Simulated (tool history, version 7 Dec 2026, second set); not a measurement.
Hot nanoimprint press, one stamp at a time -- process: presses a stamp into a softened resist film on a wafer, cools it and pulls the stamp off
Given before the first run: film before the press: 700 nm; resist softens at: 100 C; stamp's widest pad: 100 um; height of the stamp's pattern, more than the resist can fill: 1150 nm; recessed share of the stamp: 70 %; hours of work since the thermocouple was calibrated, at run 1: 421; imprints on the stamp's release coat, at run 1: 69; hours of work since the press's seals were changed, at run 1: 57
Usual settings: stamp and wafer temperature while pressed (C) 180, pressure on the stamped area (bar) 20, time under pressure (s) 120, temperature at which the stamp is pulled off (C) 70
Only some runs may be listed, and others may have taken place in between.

run	day	stamp and wafer temperature while pressed (C)	pressure on the stamped area (bar)	time under pressure (s)	temperature at which the stamp is pulled off (C)	hours of work since the thermocouple was calibrated	imprints on the stamp's release coat	hours of work since the press's seals were changed	resist left under the stamp's widest pad (nm)	greatest force while the stamp is pulled off (N)
1	0	180	20	120	70	421	69	57	372.6	196
2	0.312	180	20	120	70	426	96	62	381.9	199
3	0.621	180	20	154	70	430	124	67	344.8	202
4	0.971	180	20	120	70	436	154	73	380.8	207
5	1.367	180	20	120	70	442	189	79	377.1	207
6	1.621	180	20	120	70	446	212	83	376.4	201
7	1.862	180	20	120	70	450	233	87	374	206
8	2.262	180	20	120	70	456	268	93	373.9	213
9	2.662	180	20	120	70	463	304	100	379	203
10	3.004	180	20	120	70	468	334	105	380.2	217
11	3.254	185	20	120	70	472	356	109	327.4	211
# day 3.558: plate thermocouple calibrated
12	3.808	180	20	120	70	4	394	116	364.3	213
13	4.162	180	20	120	70	10	425	121	365.6	219
14	4.492	180	20	120	70	15	454	126	369	207
15	4.683	180	20	120	70	18	471	130	365.7	218
16	4.883	180	31.5	67	59	21	489	133	364.9	234
17	5.292	180	31.5	67	59	27	525	139	362.7	239
18	5.725	179	13.5	68	74	34	563	146	512.4	214
# day 6.338: stamp cleaned and given a new release coat
19	6.338	187	20	120	75	40	0	152	302.3	194
20	6.521	187	20	120	75	43	16	155	304.7	189
21	6.812	172	20	83	71	47	42	159	505	198
22	7.262	190	20	83	69	55	81	166	319.8	198
23	7.688	190	20	83	69	61	119	173	317.5	198
24	8.071	190	20	83	69	67	153	179	317.9	201
25	8.471	190	29.8	83	69	74	188	185	260.6	205
26	8.921	180	12.9	116	70	81	228	193	453.7	208
27	9.242	168	12.9	116	70	86	256	198	576.3	205
28	9.646	191	12.9	116	70	92	292	204	344.3	212
29	10.008	191	19.9	116	57	98	324	210	278.4	238

Below are 3 alternative next runs, each starting from the tool's condition after run 29. Predict each:
A	10.275	169	19.9	116	61	102	347	214	?	?
B	10.275	185	19.9	116	57	102	347	214	?	?
C	10.275	180	20	120	62	102	347	214	?	?

run	resist left under the stamp's widest pad (nm)	greatest force while the stamp is pulled off (N)
A	495.5	228
B	327.1	230
C	372.2	226
Had the tool no hidden state, the same runs would have come out as:
run	resist left under the stamp's widest pad (nm)	greatest force while the stamp is pulled off (N)
A	489	212
B	321.7	214
C	366.2	210

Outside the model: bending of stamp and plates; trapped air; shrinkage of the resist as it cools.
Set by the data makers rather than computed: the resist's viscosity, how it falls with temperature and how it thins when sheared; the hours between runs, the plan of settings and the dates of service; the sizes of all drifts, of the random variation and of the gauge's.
